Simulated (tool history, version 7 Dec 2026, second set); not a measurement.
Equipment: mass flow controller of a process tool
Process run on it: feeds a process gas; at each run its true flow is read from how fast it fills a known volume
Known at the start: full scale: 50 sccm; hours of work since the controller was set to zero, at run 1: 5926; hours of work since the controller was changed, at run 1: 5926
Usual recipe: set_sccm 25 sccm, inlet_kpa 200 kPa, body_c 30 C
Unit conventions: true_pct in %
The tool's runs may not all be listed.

| run | hour | set_sccm | inlet_kpa | body_c | hours of work since the controller was set to zero | hours of work since the controller was changed | true_pct |
|---|---|---|---|---|---|---|---|
| 1 | 0 | 25 | 200 | 30 | 5926 | 5926 | 99.43 |
| 2 | 300.1 | 25 | 200 | 30 | 6094 | 6094 | 99.46 |
| 3 | 560.5 | 25 | 155 | 30 | 6239 | 6239 | 99.73 |
| 4 | 1058.5 | 25 | 222 | 30 | 6518 | 6518 | 99.36 |
| 5 | 1391 | 25 | 225 | 30 | 6704 | 6704 | 99.45 |
| 6 | 1691.1 | 25 | 225 | 30 | 6872 | 6872 | 99.41 |
| 7 | 1995.1 | 25 | 200 | 30 | 7042 | 7042 | 99.52 |
|  | 2169.7 | controller exchanged for a calibrated one |
| 8 | 2230.5 | 39 | 200 | 30 | 34 | 34 | 100.09 |
| 9 | 2680 | 39 | 227 | 33 | 286 | 286 | 100.11 |
| 10 | 3026.5 | 39 | 227 | 33 | 479 | 479 | 100.3 |
| 11 | 3468.5 | 5 | 187 | 27 | 727 | 727 | 98.24 |
| 12 | 3948.2 | 8 | 236 | 34 | 995 | 995 | 99.02 |
| 13 | 4343.8 | 20 | 165 | 35 | 1216 | 1216 | 99.97 |
| 14 | 4808.4 | 9 | 231 | 36 | 1476 | 1476 | 99.23 |
| 15 | 5118.3 | 9 | 231 | 36 | 1650 | 1650 | 99.22 |

What if the next run were any one of these 5? Each begins from the tool's condition after run 15:
| A | 5622.2 | 23 | 200 | 36 | 1931 | 1931 | ? |
| B | 5622.2 | 9 | 231 | 28 | 1931 | 1931 | ? |
| C | 5622.2 | 18 | 227 | 32 | 1931 | 1931 | ? |
| D | 5622.2 | 9 | 231 | 38 | 1931 | 1931 | ? |
| E | 5622.2 | 7 | 256 | 28 | 1931 | 1931 | ? |

| run | true_pct |
|---|---|
| A | 100.02 |
| B | 98.36 |
| C | 99.14 |
| D | 99.42 |
| E | 98.21 |
With the hidden condition removed and each run's random variation left untouched, the same runs would have given:
| run | true_pct |
|---|---|
| A | 100.03 |
| B | 98.37 |
| C | 99.14 |
| D | 99.43 |
| E | 98.22 |

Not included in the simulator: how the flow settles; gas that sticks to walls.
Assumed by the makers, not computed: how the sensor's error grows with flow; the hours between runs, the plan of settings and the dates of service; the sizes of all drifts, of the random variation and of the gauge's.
